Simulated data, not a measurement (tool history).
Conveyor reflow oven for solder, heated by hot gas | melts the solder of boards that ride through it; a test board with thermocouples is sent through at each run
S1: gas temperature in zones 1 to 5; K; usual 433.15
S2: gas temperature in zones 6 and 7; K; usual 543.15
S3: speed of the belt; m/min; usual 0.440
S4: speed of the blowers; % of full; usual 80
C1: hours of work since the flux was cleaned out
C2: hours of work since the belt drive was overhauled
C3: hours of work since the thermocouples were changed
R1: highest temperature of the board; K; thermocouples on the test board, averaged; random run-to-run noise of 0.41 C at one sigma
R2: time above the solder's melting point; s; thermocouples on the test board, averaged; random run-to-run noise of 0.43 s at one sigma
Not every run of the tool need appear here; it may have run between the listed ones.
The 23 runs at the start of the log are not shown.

{"run": 24, "day": 44.7, "S1": 433.15, "S2": 534.15, "S3": 0.365, "S4": 80, "C1": 144, "C2": 512, "C3": 200, "R1": 522.95, "R2": 77.8}
{"run": 25, "day": 45.958, "S1": 433.15, "S2": 534.15, "S3": 0.365, "S4": 80, "C1": 158, "C2": 526, "C3": 214, "R1": 521.85, "R2": 79.1}
{"run": 26, "day": 48.671, "S1": 433.15, "S2": 534.15, "S3": 0.365, "S4": 80, "C1": 188, "C2": 556, "C3": 244, "R1": 522.35, "R2": 79.2}
{"run": 27, "day": 51.112, "S1": 433.15, "S2": 534.15, "S3": 0.365, "S4": 80, "C1": 216, "C2": 583, "C3": 271, "R1": 522.55, "R2": 78.4}
{"run": 28, "day": 53.696, "S1": 433.15, "S2": 547.15, "S3": 0.487, "S4": 72, "C1": 245, "C2": 612, "C3": 300, "R1": 520.85, "R2": 53.7}
{"day": 55.792, "done": "flux residue cleaned out of gas plates and filters"}
{"run": 29, "day": 56.8, "S1": 437.15, "S2": 535.15, "S3": 0.378, "S4": 80, "C1": 11, "C2": 644, "C3": 333, "R1": 522.65, "R2": 77.8}
{"run": 30, "day": 59.042, "S1": 445.15, "S2": 535.15, "S3": 0.378, "S4": 57, "C1": 36, "C2": 669, "C3": 358, "R1": 518.45, "R2": 72.1}
{"run": 31, "day": 61.812, "S1": 444.15, "S2": 535.15, "S3": 0.436, "S4": 88, "C1": 67, "C2": 700, "C3": 389, "R1": 521.25, "R2": 67.1}

4 ways to go on from here, each from the tool as it stands after run 31. What would each give?
{"run": "A", "day": 63.183, "S1": 433.15, "S2": 543.15, "S3": 0.44, "S4": 59, "C1": 83, "C2": 716, "C3": 404, "R1": "?", "R2": "?"}
{"run": "B", "day": 63.183, "S1": 439.15, "S2": 535.15, "S3": 0.436, "S4": 88, "C1": 83, "C2": 716, "C3": 404, "R1": "?", "R2": "?"}
{"run": "C", "day": 63.183, "S1": 434.15, "S2": 544.15, "S3": 0.436, "S4": 88, "C1": 83, "C2": 716, "C3": 404, "R1": "?", "R2": "?"}
{"run": "D", "day": 63.183, "S1": 444.15, "S2": 550.15, "S3": 0.436, "S4": 64, "C1": 83, "C2": 716, "C3": 404, "R1": "?", "R2": "?"}

run=A R1=517.05 R2=53.8
run=B R1=520.85 R2=65.7
run=C R1=528.05 R2=69.5
run=D R1=527.75 R2=71.3
The same runs, with their run-to-run variation unchanged, on a tool lacking any hidden condition would have given:
run=A R1=517.15 R2=53.9
run=B R1=520.95 R2=65.7
run=C R1=528.15 R2=69.5
run=D R1=527.85 R2=71.3

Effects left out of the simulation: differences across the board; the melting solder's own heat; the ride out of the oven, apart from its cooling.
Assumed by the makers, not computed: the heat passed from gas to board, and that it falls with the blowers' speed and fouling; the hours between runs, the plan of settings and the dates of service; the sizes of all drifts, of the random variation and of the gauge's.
